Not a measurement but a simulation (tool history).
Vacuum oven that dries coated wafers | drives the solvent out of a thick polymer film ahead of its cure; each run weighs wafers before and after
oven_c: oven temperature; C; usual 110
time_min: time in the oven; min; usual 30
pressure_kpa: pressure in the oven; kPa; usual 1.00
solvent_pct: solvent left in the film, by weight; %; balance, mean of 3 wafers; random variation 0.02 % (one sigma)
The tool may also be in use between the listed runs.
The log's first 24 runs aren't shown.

run	hour	oven_c	time_min	pressure_kpa	solvent_pct
25	226.4	109	21	1.00	2.90
26	233.4	109	21	1.00	2.89
27	241.0	104	30	1.00	2.32
28	255.4	104	30	1.00	2.31
29	267.9	102	51	1.00	1.01
30	281.9	109	22	1.55	2.86
31	288.4	114	34	1.00	0.66
32	295.7	124	30	2.74	0.73
33	306.5	115	30	2.74	1.30
34	314.6	117	30	1.00	0.64
35	322.5	117	30	1.00	0.63
36	335.4	101	37	1.52	2.28
37	349.8	108	16	2.34	5.03
38	359.2	124	30	1.00	0.35
39	366.4	96	32	1.70	4.19

3 ways to go on from here, each from the tool as it stands after run 39. What would each give?
A	378.9	120	30	1.00	?
B	378.9	110	30	2.12	?
C	378.9	110	21	1.00	?

run	solvent_pct
A	0.48
B	1.70
C	2.62
Without the tool's hidden state the same runs would have given:
run	solvent_pct
A	0.49
B	1.71
C	2.64

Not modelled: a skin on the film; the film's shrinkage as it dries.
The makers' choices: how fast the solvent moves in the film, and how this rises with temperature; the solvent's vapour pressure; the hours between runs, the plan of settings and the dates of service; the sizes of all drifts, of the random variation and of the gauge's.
